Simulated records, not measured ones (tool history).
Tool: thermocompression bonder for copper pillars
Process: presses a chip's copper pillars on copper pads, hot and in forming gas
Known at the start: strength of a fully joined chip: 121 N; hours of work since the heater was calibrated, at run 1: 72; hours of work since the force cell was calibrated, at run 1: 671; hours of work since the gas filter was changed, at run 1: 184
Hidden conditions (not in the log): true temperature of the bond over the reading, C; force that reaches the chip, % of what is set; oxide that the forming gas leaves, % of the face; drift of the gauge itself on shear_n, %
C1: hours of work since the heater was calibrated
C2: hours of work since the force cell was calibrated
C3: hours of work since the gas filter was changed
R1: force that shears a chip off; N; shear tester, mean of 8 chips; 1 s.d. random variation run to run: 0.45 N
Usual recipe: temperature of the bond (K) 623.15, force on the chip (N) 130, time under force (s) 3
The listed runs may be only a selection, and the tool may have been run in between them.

{"run": 1, "hour": 0.0, "temperature of the bond (K)": 623.15, "force on the chip (N)": 130, "time under force (s)": 3, "C1": 72, "C2": 671, "C3": 184, "R1": 79.4}
{"run": 2, "hour": 5.6, "temperature of the bond (K)": 623.15, "force on the chip (N)": 130, "time under force (s)": 3, "C1": 76, "C2": 675, "C3": 187, "R1": 79.0}
{"run": 3, "hour": 15.5, "temperature of the bond (K)": 623.15, "force on the chip (N)": 130, "time under force (s)": 5, "C1": 81, "C2": 680, "C3": 193, "R1": 90.8}
{"run": 4, "hour": 22.6, "temperature of the bond (K)": 623.15, "force on the chip (N)": 130, "time under force (s)": 5, "C1": 86, "C2": 685, "C3": 197, "R1": 88.7}
{"run": 5, "hour": 30.8, "temperature of the bond (K)": 623.15, "force on the chip (N)": 130, "time under force (s)": 5, "C1": 90, "C2": 689, "C3": 202, "R1": 91.1}
{"run": 6, "hour": 39.8, "temperature of the bond (K)": 623.15, "force on the chip (N)": 142, "time under force (s)": 3, "C1": 96, "C2": 695, "C3": 207, "R1": 84.2}
{"run": 7, "hour": 49.2, "temperature of the bond (K)": 623.15, "force on the chip (N)": 142, "time under force (s)": 3, "C1": 101, "C2": 700, "C3": 213, "R1": 83.8}
{"run": 8, "hour": 58.4, "temperature of the bond (K)": 623.15, "force on the chip (N)": 142, "time under force (s)": 3, "C1": 106, "C2": 705, "C3": 218, "R1": 83.7}
{"run": 9, "hour": 67.4, "temperature of the bond (K)": 623.15, "force on the chip (N)": 142, "time under force (s)": 3, "C1": 112, "C2": 711, "C3": 224, "R1": 82.7}
{"run": 10, "hour": 72.3, "temperature of the bond (K)": 623.15, "force on the chip (N)": 142, "time under force (s)": 3, "C1": 115, "C2": 714, "C3": 226, "R1": 83.5}
{"run": 11, "hour": 78.5, "temperature of the bond (K)": 623.15, "force on the chip (N)": 142, "time under force (s)": 3, "C1": 118, "C2": 717, "C3": 230, "R1": 83.7}
{"run": 12, "hour": 87.0, "temperature of the bond (K)": 623.15, "force on the chip (N)": 142, "time under force (s)": 3, "C1": 123, "C2": 722, "C3": 235, "R1": 83.3}
{"run": 13, "hour": 91.7, "temperature of the bond (K)": 623.15, "force on the chip (N)": 130, "time under force (s)": 5, "C1": 126, "C2": 725, "C3": 238, "R1": 89.4}
{"run": 14, "hour": 99.3, "temperature of the bond (K)": 623.15, "force on the chip (N)": 130, "time under force (s)": 3, "C1": 130, "C2": 729, "C3": 242, "R1": 78.5}
{"run": 15, "hour": 106.0, "temperature of the bond (K)": 623.15, "force on the chip (N)": 130, "time under force (s)": 3, "C1": 134, "C2": 733, "C3": 246, "R1": 77.9}
{"run": 16, "hour": 115.1, "temperature of the bond (K)": 623.15, "force on the chip (N)": 130, "time under force (s)": 3, "C1": 140, "C2": 739, "C3": 251, "R1": 78.3}
{"run": 17, "hour": 123.6, "temperature of the bond (K)": 623.15, "force on the chip (N)": 80, "time under force (s)": 2, "C1": 145, "C2": 744, "C3": 256, "R1": 45.2}
{"run": 18, "hour": 130.9, "temperature of the bond (K)": 623.15, "force on the chip (N)": 80, "time under force (s)": 2, "C1": 149, "C2": 748, "C3": 261, "R1": 45.8}
{"run": 19, "hour": 139.7, "temperature of the bond (K)": 641.15, "force on the chip (N)": 169, "time under force (s)": 4, "C1": 154, "C2": 753, "C3": 266, "R1": 106.2}
{"run": 20, "hour": 149.2, "temperature of the bond (K)": 641.15, "force on the chip (N)": 169, "time under force (s)": 4, "C1": 160, "C2": 759, "C3": 271, "R1": 104.9}
{"run": 21, "hour": 158.4, "temperature of the bond (K)": 641.15, "force on the chip (N)": 169, "time under force (s)": 4, "C1": 165, "C2": 764, "C3": 277, "R1": 105.1}
{"run": 22, "hour": 165.4, "temperature of the bond (K)": 606.15, "force on the chip (N)": 122, "time under force (s)": 4, "C1": 169, "C2": 768, "C3": 281, "R1": 69.9}
{"run": 23, "hour": 171.1, "temperature of the bond (K)": 606.15, "force on the chip (N)": 122, "time under force (s)": 4, "C1": 172, "C2": 771, "C3": 284, "R1": 69.8}
{"run": 24, "hour": 177.2, "temperature of the bond (K)": 637.15, "force on the chip (N)": 96, "time under force (s)": 2, "C1": 176, "C2": 775, "C3": 288, "R1": 61.6}
{"run": 25, "hour": 181.4, "temperature of the bond (K)": 637.15, "force on the chip (N)": 96, "time under force (s)": 2, "C1": 178, "C2": 777, "C3": 290, "R1": 61.2}
{"run": 26, "hour": 186.2, "temperature of the bond (K)": 637.15, "force on the chip (N)": 96, "time under force (s)": 2, "C1": 181, "C2": 780, "C3": 293, "R1": 61.4}
{"run": 27, "hour": 192.2, "temperature of the bond (K)": 613.15, "force on the chip (N)": 96, "time under force (s)": 3, "C1": 185, "C2": 784, "C3": 296, "R1": 56.6}
{"run": 28, "hour": 196.5, "temperature of the bond (K)": 613.15, "force on the chip (N)": 149, "time under force (s)": 2, "C1": 187, "C2": 786, "C3": 299, "R1": 69.6}
{"run": 29, "hour": 201.7, "temperature of the bond (K)": 613.15, "force on the chip (N)": 149, "time under force (s)": 2, "C1": 190, "C2": 789, "C3": 302, "R1": 69.4}
{"run": 30, "hour": 209.4, "temperature of the bond (K)": 619.15, "force on the chip (N)": 100, "time under force (s)": 5, "C1": 195, "C2": 794, "C3": 307, "R1": 71.8}
{"run": 31, "hour": 216.8, "temperature of the bond (K)": 619.15, "force on the chip (N)": 100, "time under force (s)": 5, "C1": 199, "C2": 798, "C3": 311, "R1": 72.2}

Results per run with the tool's hidden condition removed, run-to-run variation unchanged:
run=1 R1=79.5
run=2 R1=79.2
run=3 R1=91.1
run=4 R1=89.1
run=5 R1=91.5
run=6 R1=84.7
run=7 R1=84.4
run=8 R1=84.4
run=9 R1=83.4
run=10 R1=84.2
run=11 R1=84.5
run=12 R1=84.2
run=13 R1=90.4
run=14 R1=79.4
run=15 R1=78.9
run=16 R1=79.4
run=17 R1=45.9
run=18 R1=46.5
run=19 R1=107.9
run=20 R1=106.7
run=21 R1=107.0
run=22 R1=71.3
run=23 R1=71.2
run=24 R1=62.9
run=25 R1=62.5
run=26 R1=62.8
run=27 R1=57.9
run=28 R1=71.2
run=29 R1=71.0
run=30 R1=73.6
run=31 R1=74.0
